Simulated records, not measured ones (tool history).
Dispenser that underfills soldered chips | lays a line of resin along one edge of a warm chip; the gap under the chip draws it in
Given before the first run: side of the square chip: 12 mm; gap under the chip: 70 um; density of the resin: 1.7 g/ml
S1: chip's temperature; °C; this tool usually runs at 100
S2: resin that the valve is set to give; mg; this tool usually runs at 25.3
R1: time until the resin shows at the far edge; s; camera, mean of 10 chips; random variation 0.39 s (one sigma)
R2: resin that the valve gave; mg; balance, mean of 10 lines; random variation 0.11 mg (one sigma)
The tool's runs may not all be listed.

run 1 hour=0 | S1=100 S2=25.3 | R1=47.6 R2=24.74
-- hour=4.1 new syringe of resin
run 2 hour=4.9 | S1=99 S2=25.3 | R1=27.1 R2=24.25
run 3 hour=9.5 | S1=99 S2=25.3 | R1=32.6 R2=24.47
run 4 hour=12.3 | S1=100 S2=29.7 | R1=35 R2=28.59
run 5 hour=16 | S1=100 S2=29.7 | R1=40.5 R2=28.6
run 6 hour=20.6 | S1=100 S2=29.7 | R1=48 R2=28.55
-- hour=23.9 new syringe of resin
run 7 hour=23.9 | S1=100 S2=29.7 | R1=24.8 R2=28.33
run 8 hour=27 | S1=100 S2=29.7 | R1=29.2 R2=28.44
run 9 hour=30.4 | S1=100 S2=29.7 | R1=32.4 R2=28.33
run 10 hour=33.6 | S1=92 S2=29.7 | R1=54.6 R2=28.23
run 11 hour=35.9 | S1=92 S2=29.7 | R1=58.7 R2=28.15
run 12 hour=39 | S1=95 S2=29.7 | R1=60.2 R2=28.28
-- hour=43.5 new syringe of resin
run 13 hour=44.5 | S1=95 S2=29.8 | R1=32.6 R2=28.03
run 14 hour=46.8 | S1=95 S2=30 | R1=35 R2=28
run 15 hour=49.1 | S1=95 S2=30 | R1=39.4 R2=28.32
run 16 hour=53.4 | S1=95 S2=30 | R1=47.7 R2=28.19
run 17 hour=55.8 | S1=95 S2=30 | R1=53.6 R2=28.26
run 18 hour=58.1 | S1=105 S2=29.6 | R1=36.6 R2=27.69
run 19 hour=61.7 | S1=105 S2=29.6 | R1=42.2 R2=27.78
-- hour=63.3 new syringe of resin
run 20 hour=65.5 | S1=94 S2=25.8 | R1=37.6 R2=24.22
run 21 hour=69.8 | S1=100 S2=23.3 | R1=34.5 R2=21.68
run 22 hour=72 | S1=100 S2=23.3 | R1=38.2 R2=21.69
run 23 hour=77.3 | S1=102 S2=26.2 | R1=42 R2=24.19
run 24 hour=81.9 | S1=102 S2=26.2 | R1=50.2 R2=24.11
-- hour=82.9 new syringe of resin
run 25 hour=85.5 | S1=110 S2=27.4 | R1=18.1 R2=25.3
run 26 hour=90.3 | S1=100 S2=31 | R1=34.1 R2=28.61
run 27 hour=92.9 | S1=94 S2=23.5 | R1=52.9 R2=21.68
run 28 hour=98.1 | S1=94 S2=30.1 | R1=62.7 R2=27.64
run 29 hour=102.3 | S1=108 S2=31.4 | R1=39.3 R2=28.65
-- hour=102.8 new syringe of resin
run 30 hour=107.2 | S1=96 S2=30.9 | R1=35.4 R2=27.94
-- hour=110.5 dispensing valve cleaned and set on the balance
run 31 hour=112.7 | S1=90 S2=29.5 | R1=55.2 R2=29.64
run 32 hour=114.9 | S1=100 S2=29 | R1=38 R2=28.8
run 33 hour=117.8 | S1=89 S2=27.6 | R1=73.8 R2=27.5
run 34 hour=121.2 | S1=89 S2=27.6 | R1=84 R2=27.36

What if the next run were any one of these 4? Each begins from the tool's condition after run 34:
-- hour=123.6 new syringe of resin
run A hour=124.9 | S1=85 S2=32.7 | R1=? R2=?
-- hour=123.6 new syringe of resin
run B hour=124.9 | S1=105 S2=26.3 | R1=? R2=?
-- hour=123.6 new syringe of resin
run C hour=124.9 | S1=92 S2=31 | R1=? R2=?
-- hour=123.6 new syringe of resin
run D hour=124.9 | S1=93 S2=30.6 | R1=? R2=?

run=A R1=54 R2=32.58
run=B R1=21.2 R2=26.26
run=C R1=38.7 R2=30.68
run=D R1=37.6 R2=30.53
The same runs, with their run-to-run variation unchanged, on a tool lacking any hidden condition would have given:
run=A R1=49.1 R2=32.83
run=B R1=19.3 R2=26.46
run=C R1=35.2 R2=30.91
run=D R1=34.3 R2=30.76

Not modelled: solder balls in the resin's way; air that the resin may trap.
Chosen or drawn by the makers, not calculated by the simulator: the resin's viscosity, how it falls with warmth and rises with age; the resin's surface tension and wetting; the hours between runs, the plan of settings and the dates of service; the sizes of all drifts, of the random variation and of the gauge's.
